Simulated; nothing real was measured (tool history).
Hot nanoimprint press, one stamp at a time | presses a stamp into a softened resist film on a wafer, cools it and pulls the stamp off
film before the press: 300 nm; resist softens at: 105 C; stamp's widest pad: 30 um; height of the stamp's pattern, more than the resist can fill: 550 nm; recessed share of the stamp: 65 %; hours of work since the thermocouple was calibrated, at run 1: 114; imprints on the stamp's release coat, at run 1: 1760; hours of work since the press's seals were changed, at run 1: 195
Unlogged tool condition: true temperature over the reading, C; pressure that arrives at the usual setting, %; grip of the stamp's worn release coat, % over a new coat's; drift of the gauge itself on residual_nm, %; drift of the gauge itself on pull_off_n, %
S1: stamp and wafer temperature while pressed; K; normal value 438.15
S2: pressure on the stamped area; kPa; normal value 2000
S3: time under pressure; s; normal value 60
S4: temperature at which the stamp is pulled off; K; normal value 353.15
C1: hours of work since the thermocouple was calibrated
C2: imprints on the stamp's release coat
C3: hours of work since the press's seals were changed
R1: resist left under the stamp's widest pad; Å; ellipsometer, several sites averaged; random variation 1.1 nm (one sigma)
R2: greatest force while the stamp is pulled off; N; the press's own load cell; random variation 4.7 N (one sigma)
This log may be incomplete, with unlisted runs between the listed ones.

| run | day | S1 | S2 | S3 | S4 | C1 | C2 | C3 | R1 | R2 |
|---|---|---|---|---|---|---|---|---|---|---|
| 1 | 0 | 438.15 | 2000 | 60 | 353.15 | 114 | 1760 | 195 | 1667 | 385 |
| 2 | 0.571 | 438.15 | 2000 | 60 | 353.15 | 123 | 1826 | 204 | 1641 | 386 |
| 3 | 0.829 | 438.15 | 2000 | 60 | 353.15 | 127 | 1856 | 209 | 1659 | 393 |
|  | 1.358 | stamp cleaned and given a new release coat |
| 4 | 1.358 | 438.15 | 2000 | 60 | 353.15 | 132 | 0 | 213 | 1661 | 229 |
| 5 | 1.729 | 438.15 | 2000 | 60 | 353.15 | 138 | 43 | 219 | 1656 | 231 |
| 6 | 2.175 | 438.15 | 2000 | 60 | 353.15 | 145 | 95 | 226 | 1659 | 234 |
| 7 | 2.696 | 438.15 | 2000 | 60 | 353.15 | 153 | 155 | 235 | 1644 | 228 |
| 8 | 2.933 | 438.15 | 2000 | 87 | 353.15 | 157 | 182 | 238 | 1467 | 244 |
| 9 | 3.396 | 438.15 | 2000 | 60 | 353.15 | 165 | 236 | 246 | 1634 | 242 |
| 10 | 3.846 | 438.15 | 2000 | 60 | 353.15 | 172 | 288 | 253 | 1644 | 246 |
| 11 | 4.117 | 438.15 | 2000 | 60 | 353.15 | 176 | 319 | 257 | 1630 | 248 |
| 12 | 4.479 | 438.15 | 2000 | 60 | 353.15 | 182 | 361 | 263 | 1623 | 253 |
| 13 | 4.738 | 438.15 | 2000 | 54 | 353.15 | 186 | 391 | 267 | 1700 | 255 |
| 14 | 5.054 | 438.15 | 2000 | 54 | 353.15 | 191 | 428 | 272 | 1673 | 258 |
| 15 | 5.604 | 438.15 | 2000 | 54 | 353.15 | 200 | 491 | 281 | 1684 | 252 |
| 16 | 5.979 | 427.15 | 2000 | 41 | 353.15 | 206 | 534 | 287 | 2575 | 269 |
| 17 | 6.262 | 438.15 | 2000 | 60 | 354.15 | 210 | 567 | 292 | 1638 | 267 |
| 18 | 6.617 | 438.15 | 2000 | 65 | 353.15 | 216 | 608 | 297 | 1579 | 272 |
| 19 | 6.929 | 438.15 | 2000 | 65 | 341.15 | 221 | 645 | 302 | 1585 | 342 |
| 20 | 7.229 | 440.15 | 1740 | 60 | 353.15 | 226 | 679 | 307 | 1608 | 285 |
|  | 7.383 | plate thermocouple calibrated |
| 21 | 7.704 | 440.15 | 1740 | 60 | 353.15 | 5 | 720 | 313 | 1559 | 269 |
| 22 | 8.175 | 440.15 | 1740 | 60 | 353.15 | 13 | 774 | 320 | 1548 | 272 |
|  | 8.354 | plate thermocouple calibrated, once more |
| 23 | 8.612 | 428.15 | 1740 | 34 | 357.15 | 4 | 810 | 325 | 2703 | 277 |
| 24 | 8.879 | 428.15 | 3190 | 34 | 342.15 | 8 | 841 | 330 | 2359 | 379 |
| 25 | 9.267 | 432.15 | 2000 | 60 | 340.15 | 15 | 886 | 336 | 2163 | 384 |
| 26 | 9.842 | 428.15 | 2000 | 60 | 360.15 | 24 | 952 | 345 | 2421 | 261 |
| 27 | 10.167 | 439.15 | 2320 | 60 | 353.15 | 29 | 990 | 350 | 1520 | 303 |
| 28 | 10.525 | 438.15 | 1720 | 82 | 346.15 | 35 | 1031 | 356 | 1642 | 352 |
| 29 | 10.921 | 442.15 | 1720 | 34 | 339.15 | 41 | 1077 | 362 | 1828 | 406 |

5 options for the next run, each taken on its own from the tool as it stands now. Forecast them:
| A | 11.192 | 438.15 | 3170 | 79 | 354.15 | 45 | 1108 | 367 | ? | ? |
| B | 11.192 | 450.15 | 2000 | 60 | 353.15 | 45 | 1108 | 367 | ? | ? |
| C | 11.192 | 438.15 | 1230 | 60 | 353.15 | 45 | 1108 | 367 | ? | ? |
| D | 11.192 | 438.15 | 1300 | 50 | 360.15 | 45 | 1108 | 367 | ? | ? |
| E | 11.192 | 441.15 | 1420 | 60 | 354.15 | 45 | 1108 | 367 | ? | ? |

| run | R1 | R2 |
|---|---|---|
| A | 1221 | 325 |
| B | 1029 | 317 |
| C | 2092 | 333 |
| D | 2112 | 261 |
| E | 1757 | 305 |
What these runs would have given with no unlogged condition in the tool:
| run | R1 | R2 |
|---|---|---|
| A | 1210 | 231 |
| B | 1025 | 226 |
| C | 2096 | 237 |
| D | 2115 | 186 |
| E | 1758 | 217 |
